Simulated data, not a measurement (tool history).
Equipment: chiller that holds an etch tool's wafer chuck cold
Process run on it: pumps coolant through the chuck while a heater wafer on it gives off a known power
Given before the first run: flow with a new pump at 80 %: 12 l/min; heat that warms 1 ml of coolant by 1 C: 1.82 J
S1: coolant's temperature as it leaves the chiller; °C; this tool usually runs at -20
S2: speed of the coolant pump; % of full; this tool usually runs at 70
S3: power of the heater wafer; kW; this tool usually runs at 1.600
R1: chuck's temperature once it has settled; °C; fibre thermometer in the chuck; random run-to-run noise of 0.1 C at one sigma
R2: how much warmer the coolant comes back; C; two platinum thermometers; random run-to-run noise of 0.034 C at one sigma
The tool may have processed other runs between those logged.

Run 1, hour 0.0: usual settings. Result: R1 -1.6 °C, R2 5.04 C.
Run 2, hour 146.6: usual settings. Result: R1 -1.5 °C, R2 5.02 C.
Run 3, hour 304.6: usual settings. Result: R1 -1.6 °C, R2 5.04 C.
Run 4, hour 482.7: usual settings. Result: R1 -1.5 °C, R2 5.02 C.
Run 5, hour 609.6: usual settings but S1 -13 °C. Result: R1 5.5 °C, R2 4.97 C.
Run 6, hour 709.5: usual settings but S1 -13 °C. Result: R1 5.4 °C, R2 5.03 C.
Run 7, hour 812.2: usual settings but S1 -13 °C. Result: R1 5.5 °C, R2 5.02 C.
Run 8, hour 944.7: usual settings but S1 -13 °C. Result: R1 5.3 °C, R2 5.04 C.
Run 9, hour 1037.8: usual settings but S3 0.955 kW. Result: R1 -9.2 °C, R2 2.99 C.
Run 10, hour 1193.9: usual settings but S1 -15 °C. Result: R1 3.4 °C, R2 5.06 C.
Run 11, hour 1290.1: usual settings but S3 1.000 kW. Result: R1 -8.5 °C, R2 3.14 C.
Run 12, hour 1459.6: usual settings but S3 1.000 kW. Result: R1 -8.4 °C, R2 3.11 C.
Run 13, hour 1641.7: usual settings. Result: R1 -1.6 °C, R2 5.03 C.
Run 14, hour 1770.2: usual settings but S3 1.360 kW. Result: R1 -4.2 °C, R2 4.29 C.
Run 15, hour 1946.9: usual settings but S3 1.360 kW. Result: R1 -4.4 °C, R2 4.29 C.
Run 16, hour 2070.1: usual settings but S3 1.360 kW. Result: R1 -4.2 °C, R2 4.30 C.
Run 17, hour 2223.2: usual settings but S3 2.304 kW. Result: R1 6.5 °C, R2 7.27 C.
Run 18, hour 2317.2: usual settings but S1 -22 °C, S2 65 % of full, S3 1.341 kW. Result: R1 -5.7 °C, R2 4.57 C.
Run 19, hour 2492.4: usual settings but S1 -22 °C, S2 65 % of full, S3 1.341 kW. Result: R1 -5.5 °C, R2 4.55 C.
Run 20, hour 2581.6: usual settings but S1 -22 °C, S2 65 % of full, S3 1.341 kW. Result: R1 -5.5 °C, R2 4.54 C.
Run 21, hour 2713.1: usual settings but S1 -11 °C, S2 65 % of full, S3 1.970 kW. Result: R1 13.0 °C, R2 6.72 C.
Run 22, hour 2843.4: usual settings but S1 -11 °C, S2 65 % of full, S3 1.970 kW. Result: R1 12.9 °C, R2 6.62 C.
Run 23, hour 3016.7: usual settings but S1 -11 °C, S2 65 % of full, S3 0.890 kW. Result: R1 -0.1 °C, R2 3.06 C.
Run 24, hour 3154.7: usual settings but S1 -26 °C, S2 64 % of full, S3 1.458 kW. Result: R1 -8.0 °C, R2 5.04 C.
Run 25, hour 3264.1: usual settings but S1 -17 °C, S3 1.787 kW. Result: R1 3.8 °C, R2 5.56 C.
Run 26, hour 3357.8: usual settings but S1 -24 °C, S2 62 % of full, S3 1.130 kW. Result: R1 -9.6 °C, R2 3.99 C.
At hour 3388.3: chiller's thermometer calibrated.
Run 27, hour 3506.9: usual settings but S2 83 % of full. Result: R1 -3.7 °C, R2 4.20 C.
Run 28, hour 3591.1: usual settings but S1 -30 °C, S2 73 % of full, S3 1.703 kW. Result: R1 -10.9 °C, R2 5.11 C.
Run 29, hour 3706.8: usual settings but S1 -30 °C, S2 73 % of full, S3 1.503 kW. Result: R1 -13.2 °C, R2 4.51 C.
Run 30, hour 3827.1: usual settings but S1 -30 °C, S2 73 % of full, S3 1.503 kW. Result: R1 -13.3 °C, R2 4.54 C.
Run 31, hour 3975.6: usual settings but S1 -14 °C, S2 66 % of full, S3 2.307 kW. Result: R1 13.8 °C, R2 7.66 C.

3 ways to go on from here, each from the tool as it stands after run 31. What would each give?
Run A, hour 4128.5: usual settings but S1 -12 °C, S2 68 % of full, S3 1.071 kW. Result: R1 ?, R2 ?.
Run B, hour 4128.5: usual settings but S3 1.680 kW. Result: R1 ?, R2 ?.
Run C, hour 4128.5: usual settings but S1 -14 °C, S2 66 % of full, S3 2.332 kW. Result: R1 ?, R2 ?.

run    R1    R2
  A   0.5  3.47
  B  -0.8  5.32
  C  14.1  7.81
Take away the tool's hidden state, keep each run's random variation, and the runs would have read:
run    R1    R2
  A   0.5  3.47
  B  -0.9  5.32
  C  14.1  7.80
